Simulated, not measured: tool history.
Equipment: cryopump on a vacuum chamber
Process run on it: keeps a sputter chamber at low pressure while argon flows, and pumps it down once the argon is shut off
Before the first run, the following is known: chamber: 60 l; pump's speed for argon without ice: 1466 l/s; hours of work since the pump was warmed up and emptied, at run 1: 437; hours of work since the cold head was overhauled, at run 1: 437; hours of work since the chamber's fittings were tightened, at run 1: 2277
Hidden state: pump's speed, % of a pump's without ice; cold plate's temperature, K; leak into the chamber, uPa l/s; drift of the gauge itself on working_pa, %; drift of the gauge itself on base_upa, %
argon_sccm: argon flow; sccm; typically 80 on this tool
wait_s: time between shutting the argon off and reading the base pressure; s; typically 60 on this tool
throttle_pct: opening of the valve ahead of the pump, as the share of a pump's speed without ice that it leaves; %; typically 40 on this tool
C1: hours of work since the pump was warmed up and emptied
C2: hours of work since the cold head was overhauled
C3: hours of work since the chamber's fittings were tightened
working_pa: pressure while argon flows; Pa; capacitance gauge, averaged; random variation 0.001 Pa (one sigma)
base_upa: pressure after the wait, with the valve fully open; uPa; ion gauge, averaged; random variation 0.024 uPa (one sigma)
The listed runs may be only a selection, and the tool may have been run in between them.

run 1 day=0.000 | argon_sccm=80 wait_s=60 throttle_pct=40 | C1=437 C2=437 C3=2277 | working_pa=0.2415 base_upa=2.37
run 2 day=0.550 | argon_sccm=80 wait_s=60 throttle_pct=40 | C1=443 C2=443 C3=2284 | working_pa=0.2416 base_upa=2.43
run 3 day=1.208 | argon_sccm=80 wait_s=60 throttle_pct=40 | C1=451 C2=451 C3=2291 | working_pa=0.2411 base_upa=2.51
run 4 day=1.838 | argon_sccm=80 wait_s=60 throttle_pct=40 | C1=458 C2=458 C3=2299 | working_pa=0.2421 base_upa=2.42
run 5 day=2.400 | argon_sccm=80 wait_s=60 throttle_pct=40 | C1=465 C2=465 C3=2305 | working_pa=0.2415 base_upa=2.39
run 6 day=3.138 | argon_sccm=80 wait_s=60 throttle_pct=40 | C1=473 C2=473 C3=2314 | working_pa=0.2423 base_upa=2.50
run 7 day=3.688 | argon_sccm=80 wait_s=60 throttle_pct=43 | C1=479 C2=479 C3=2320 | working_pa=0.2283 base_upa=2.36
run 8 day=4.233 | argon_sccm=80 wait_s=60 throttle_pct=40 | C1=486 C2=486 C3=2326 | working_pa=0.2414 base_upa=2.47
run 9 day=5.004 | argon_sccm=80 wait_s=60 throttle_pct=40 | C1=495 C2=495 C3=2335 | working_pa=0.2440 base_upa=2.50
run 10 day=5.796 | argon_sccm=80 wait_s=60 throttle_pct=40 | C1=504 C2=504 C3=2344 | working_pa=0.2444 base_upa=2.51
run 11 day=6.850 | argon_sccm=80 wait_s=60 throttle_pct=40 | C1=516 C2=516 C3=2356 | working_pa=0.2430 base_upa=2.48
run 12 day=7.542 | argon_sccm=80 wait_s=128 throttle_pct=40 | C1=524 C2=524 C3=2364 | working_pa=0.2423 base_upa=2.20
run 13 day=8.333 | argon_sccm=80 wait_s=128 throttle_pct=40 | C1=533 C2=533 C3=2373 | working_pa=0.2445 base_upa=2.19
run 14 day=8.896 | argon_sccm=80 wait_s=128 throttle_pct=40 | C1=539 C2=539 C3=2380 | working_pa=0.2441 base_upa=2.06
run 15 day=9.421 | argon_sccm=80 wait_s=60 throttle_pct=40 | C1=545 C2=545 C3=2386 | working_pa=0.2446 base_upa=2.48
run 16 day=10.233 | argon_sccm=43 wait_s=36 throttle_pct=15 | C1=555 C2=555 C3=2395 | working_pa=0.3374 base_upa=2.87
run 17 day=11.267 | argon_sccm=59 wait_s=95 throttle_pct=24 | C1=567 C2=567 C3=2407 | working_pa=0.2933 base_upa=2.37
run 18 day=12.017 | argon_sccm=59 wait_s=95 throttle_pct=24 | C1=575 C2=575 C3=2416 | working_pa=0.2935 base_upa=2.23
run 19 day=12.850 | argon_sccm=59 wait_s=95 throttle_pct=24 | C1=585 C2=585 C3=2425 | working_pa=0.2971 base_upa=2.33

Predict the results of run 20:
run 20 day=13.567 | argon_sccm=96 wait_s=60 throttle_pct=39 | C1=593 C2=593 C3=2433 | working_pa=? base_upa=?

{"run 20": {"working_pa": 0.3018, "base_upa": 2.59}}
Minus the tool's unlogged condition, the same run would have read working_pa 0.2843 Pa, base_upa 0.86 uPa.

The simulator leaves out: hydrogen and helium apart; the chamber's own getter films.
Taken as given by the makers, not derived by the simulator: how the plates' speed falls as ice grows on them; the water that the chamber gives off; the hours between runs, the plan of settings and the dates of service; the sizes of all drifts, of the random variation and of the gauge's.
